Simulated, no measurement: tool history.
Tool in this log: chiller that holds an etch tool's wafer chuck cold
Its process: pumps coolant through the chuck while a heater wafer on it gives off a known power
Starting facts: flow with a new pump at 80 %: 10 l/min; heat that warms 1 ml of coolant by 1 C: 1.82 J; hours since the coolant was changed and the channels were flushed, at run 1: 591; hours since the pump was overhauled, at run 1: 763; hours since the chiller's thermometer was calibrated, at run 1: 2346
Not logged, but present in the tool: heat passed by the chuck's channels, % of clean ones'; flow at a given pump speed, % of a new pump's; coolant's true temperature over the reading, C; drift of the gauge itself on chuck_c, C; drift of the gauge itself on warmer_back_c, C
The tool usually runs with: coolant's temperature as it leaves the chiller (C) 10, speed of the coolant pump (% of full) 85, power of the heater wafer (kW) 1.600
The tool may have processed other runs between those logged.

| run | day | coolant's temperature as it leaves the chiller (C) | speed of the coolant pump (% of full) | power of the heater wafer (kW) | hours since the coolant was changed and the channels were flushed | hours since the pump was overhauled | hours since the chiller's thermometer was calibrated | chuck's temperature once it has settled (C) | how much warmer the coolant comes back (C) |
|---|---|---|---|---|---|---|---|---|---|
| 1 | 0.000 | 10 | 85 | 1.600 | 591 | 763 | 2346 | 20.4 | 5.04 |
|  | 1.962 | chiller's thermometer calibrated |
| 2 | 2.050 | 10 | 85 | 1.600 | 640 | 811 | 2 | 20.4 | 5.01 |
| 3 | 3.538 | 10 | 85 | 1.600 | 675 | 847 | 38 | 20.5 | 5.01 |
| 4 | 4.900 | 10 | 85 | 1.640 | 708 | 880 | 71 | 20.7 | 5.10 |
| 5 | 6.062 | 10 | 85 | 1.640 | 736 | 907 | 98 | 20.6 | 5.18 |
| 6 | 7.425 | 10 | 85 | 1.019 | 768 | 940 | 131 | 16.8 | 3.15 |
| 7 | 8.675 | 10 | 85 | 1.600 | 798 | 970 | 161 | 20.5 | 4.98 |
| 8 | 10.850 | 10 | 85 | 1.600 | 851 | 1022 | 213 | 20.3 | 5.02 |
| 9 | 13.029 | 10 | 75 | 1.600 | 903 | 1075 | 266 | 21.2 | 5.73 |
| 10 | 14.454 | 10 | 85 | 1.600 | 937 | 1109 | 300 | 20.5 | 5.01 |
| 11 | 15.958 | 10 | 85 | 1.600 | 973 | 1145 | 336 | 20.5 | 5.00 |
|  | 16.804 | chiller's thermometer calibrated, once more |
| 12 | 17.533 | 10 | 85 | 1.600 | 1010 | 1182 | 17 | 20.3 | 5.03 |
| 13 | 19.892 | 10 | 85 | 1.600 | 1067 | 1238 | 74 | 20.1 | 5.03 |
| 14 | 21.708 | 10 | 85 | 1.600 | 1110 | 1282 | 118 | 20.2 | 5.05 |
| 15 | 23.383 | 10 | 80 | 1.348 | 1151 | 1322 | 158 | 19.1 | 4.50 |
| 16 | 25.042 | 10 | 80 | 1.348 | 1190 | 1362 | 198 | 19.0 | 4.52 |
| 17 | 27.300 | 10 | 87 | 1.682 | 1245 | 1416 | 252 | 20.7 | 5.11 |
| 18 | 28.367 | 11 | 74 | 1.600 | 1270 | 1442 | 277 | 22.1 | 5.87 |
| 19 | 30.488 | 11 | 74 | 1.600 | 1321 | 1493 | 328 | 22.2 | 5.85 |
| 20 | 31.992 | 5 | 73 | 1.600 | 1357 | 1529 | 365 | 16.3 | 5.85 |
| 21 | 34.088 | 10 | 74 | 1.600 | 1407 | 1579 | 415 | 21.2 | 5.81 |
| 22 | 35.762 | 18 | 93 | 1.600 | 1448 | 1619 | 455 | 27.8 | 4.56 |
| 23 | 36.821 | 18 | 93 | 1.600 | 1473 | 1645 | 480 | 27.6 | 4.59 |
| 24 | 38.296 | 3 | 68 | 0.873 | 1508 | 1680 | 516 | 9.4 | 3.48 |

Below are 3 alternative next runs, each starting from the tool's condition after run 24. Predict each:
| A | 40.029 | 10 | 99 | 1.600 | 1550 | 1722 | 557 | ? | ? |
| B | 40.029 | 17 | 68 | 0.873 | 1550 | 1722 | 557 | ? | ? |
| C | 40.029 | 3 | 68 | 1.072 | 1550 | 1722 | 557 | ? | ? |

| run | chuck's temperature once it has settled (C) | how much warmer the coolant comes back (C) |
|---|---|---|
| A | 19.3 | 4.29 |
| B | 23.5 | 3.51 |
| C | 10.9 | 4.28 |
Take away the tool's hidden state, keep each run's random variation, and the runs would have read:
| run | chuck's temperature once it has settled (C) | how much warmer the coolant comes back (C) |
|---|---|---|
| A | 19.1 | 4.20 |
| B | 23.3 | 3.44 |
| C | 10.7 | 4.19 |
